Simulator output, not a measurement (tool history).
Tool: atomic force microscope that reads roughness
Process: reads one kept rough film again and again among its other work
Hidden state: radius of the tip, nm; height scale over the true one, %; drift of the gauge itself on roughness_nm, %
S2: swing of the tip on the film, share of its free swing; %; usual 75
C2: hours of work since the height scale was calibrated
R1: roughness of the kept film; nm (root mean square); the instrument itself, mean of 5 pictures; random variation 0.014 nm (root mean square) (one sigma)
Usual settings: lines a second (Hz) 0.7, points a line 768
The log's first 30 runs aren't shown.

{"run": 31, "hour": 1453.9, "lines a second (Hz)": 0.568, "S2": 61, "points a line": 933, "pictures with this tip": 127, "C2": 1013, "R1": 3.424}
{"hour": 1494.9, "done": "new tip fitted"}
{"run": 32, "hour": 1495.9, "lines a second (Hz)": 3.98, "S2": 83, "points a line": 768, "pictures with this tip": 1, "C2": 1030, "R1": 2.311}
{"run": 33, "hour": 1548.2, "lines a second (Hz)": 0.51, "S2": 85, "points a line": 768, "pictures with this tip": 42, "C2": 1052, "R1": 3.271}
{"run": 34, "hour": 1611.9, "lines a second (Hz)": 0.571, "S2": 64, "points a line": 826, "pictures with this tip": 92, "C2": 1079, "R1": 3.409}
{"run": 35, "hour": 1674.4, "lines a second (Hz)": 2.62, "S2": 68, "points a line": 768, "pictures with this tip": 141, "C2": 1105, "R1": 3.021}
{"hour": 1700.2, "done": "new tip fitted"}
{"run": 36, "hour": 1706.6, "lines a second (Hz)": 3.468, "S2": 82, "points a line": 388, "pictures with this tip": 5, "C2": 1118, "R1": 2.455}
{"run": 37, "hour": 1741.5, "lines a second (Hz)": 3.468, "S2": 82, "points a line": 388, "pictures with this tip": 33, "C2": 1132, "R1": 2.452}
{"run": 38, "hour": 1771.2, "lines a second (Hz)": 3.468, "S2": 82, "points a line": 388, "pictures with this tip": 56, "C2": 1145, "R1": 2.457}
{"run": 39, "hour": 1825.4, "lines a second (Hz)": 3.468, "S2": 82, "points a line": 388, "pictures with this tip": 99, "C2": 1167, "R1": 2.436}
{"run": 40, "hour": 1861.1, "lines a second (Hz)": 3.029, "S2": 75, "points a line": 791, "pictures with this tip": 127, "C2": 1182, "R1": 2.761}
{"hour": 1901.3, "done": "new tip fitted"}
{"run": 41, "hour": 1912.4, "lines a second (Hz)": 3.029, "S2": 75, "points a line": 791, "pictures with this tip": 8, "C2": 1203, "R1": 2.771}
{"run": 42, "hour": 1968.1, "lines a second (Hz)": 3.029, "S2": 75, "points a line": 791, "pictures with this tip": 52, "C2": 1227, "R1": 2.78}
{"run": 43, "hour": 2005.7, "lines a second (Hz)": 3.029, "S2": 75, "points a line": 791, "pictures with this tip": 82, "C2": 1242, "R1": 2.745}
{"run": 44, "hour": 2065.2, "lines a second (Hz)": 3.029, "S2": 87, "points a line": 766, "pictures with this tip": 129, "C2": 1267, "R1": 2.377}
{"run": 45, "hour": 2100.1, "lines a second (Hz)": 1.742, "S2": 66, "points a line": 712, "pictures with this tip": 156, "C2": 1282, "R1": 3.173}
{"hour": 2103.3, "done": "new tip fitted"}
{"run": 46, "hour": 2166.6, "lines a second (Hz)": 2.48, "S2": 57, "points a line": 567, "pictures with this tip": 50, "C2": 1309, "R1": 3.246}
{"run": 47, "hour": 2204.3, "lines a second (Hz)": 2.48, "S2": 57, "points a line": 567, "pictures with this tip": 79, "C2": 1325, "R1": 3.252}
{"run": 48, "hour": 2259.8, "lines a second (Hz)": 2.845, "S2": 78, "points a line": 567, "pictures with this tip": 123, "C2": 1348, "R1": 2.731}
{"hour": 2308.0, "done": "new tip fitted"}
{"run": 49, "hour": 2318.6, "lines a second (Hz)": 2.845, "S2": 78, "points a line": 567, "pictures with this tip": 8, "C2": 1372, "R1": 2.729}
{"run": 50, "hour": 2350.1, "lines a second (Hz)": 2.025, "S2": 74, "points a line": 535, "pictures with this tip": 33, "C2": 1385, "R1": 3}
{"run": 51, "hour": 2416.3, "lines a second (Hz)": 0.637, "S2": 86, "points a line": 768, "pictures with this tip": 85, "C2": 1413, "R1": 3.192}
{"run": 52, "hour": 2477.9, "lines a second (Hz)": 1.319, "S2": 86, "points a line": 685, "pictures with this tip": 134, "C2": 1439, "R1": 2.89}

3 ways to go on from here, each from the tool as it stands after run 52. What would each give?
{"hour": 2510.1, "done": "new tip fitted"}
{"run": "A", "hour": 2544.5, "lines a second (Hz)": 1.319, "S2": 70, "points a line": 706, "pictures with this tip": 27, "C2": 1466, "R1": "?"}
{"hour": 2510.1, "done": "new tip fitted"}
{"run": "B", "hour": 2544.5, "lines a second (Hz)": 1.319, "S2": 86, "points a line": 343, "pictures with this tip": 27, "C2": 1466, "R1": "?"}
{"hour": 2510.1, "done": "new tip fitted"}
{"run": "C", "hour": 2544.5, "lines a second (Hz)": 3.602, "S2": 86, "points a line": 685, "pictures with this tip": 27, "C2": 1466, "R1": "?"}

run=A R1=3.203
run=B R1=2.921
run=C R1=2.265
Without the tool's hidden state the same runs would have given:
run=A R1=3.203
run=B R1=2.921
run=C R1=2.265

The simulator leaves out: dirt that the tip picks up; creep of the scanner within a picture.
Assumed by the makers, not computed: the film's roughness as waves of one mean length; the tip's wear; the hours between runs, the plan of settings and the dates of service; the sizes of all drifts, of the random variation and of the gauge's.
